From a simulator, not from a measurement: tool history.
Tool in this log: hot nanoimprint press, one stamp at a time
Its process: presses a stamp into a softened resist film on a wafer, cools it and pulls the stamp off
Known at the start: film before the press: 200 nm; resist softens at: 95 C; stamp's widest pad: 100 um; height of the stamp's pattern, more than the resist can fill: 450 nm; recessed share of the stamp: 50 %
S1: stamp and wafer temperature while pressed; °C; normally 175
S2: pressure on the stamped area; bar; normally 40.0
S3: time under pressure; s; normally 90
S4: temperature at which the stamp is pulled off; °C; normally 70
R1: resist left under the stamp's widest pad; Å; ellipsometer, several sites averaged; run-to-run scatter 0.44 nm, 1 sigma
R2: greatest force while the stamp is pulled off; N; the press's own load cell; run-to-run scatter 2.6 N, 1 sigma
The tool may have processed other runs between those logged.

run,hour,S1,S2,S3,S4,R1,R2
1,0.0,175,40.0,90,70,1140,124
# hour 18.2: plate thermocouple calibrated
2,19.5,175,40.0,90,70,1139,121
3,42.7,175,40.0,90,70,1135,121
4,60.3,175,40.0,90,70,1128,121
5,87.6,175,40.0,90,70,1141,121
6,113.7,175,40.0,90,70,1140,119
7,131.9,175,40.0,90,57,1131,148
8,149.7,175,40.0,90,69,1123,117
# hour 159.1: stamp cleaned and given a new release coat
9,171.6,175,40.0,90,69,1136,121
10,195.7,175,40.0,82,69,1160,127
11,214.6,174,40.0,90,70,1155,124
12,243.3,175,40.0,107,70,1072,119
13,274.0,171,40.0,107,70,1194,123
14,293.4,171,40.0,107,70,1193,123
15,312.5,175,45.9,90,70,1051,116

Run 16 comes next. What will it give?
16,327.3,175,45.9,90,70,?,?

Run 16 gave R1 1055 Å, R2 118 N.
On a tool with no hidden condition, and with the same random variation, this run would have come out at R1 1067 Å, R2 118 N.
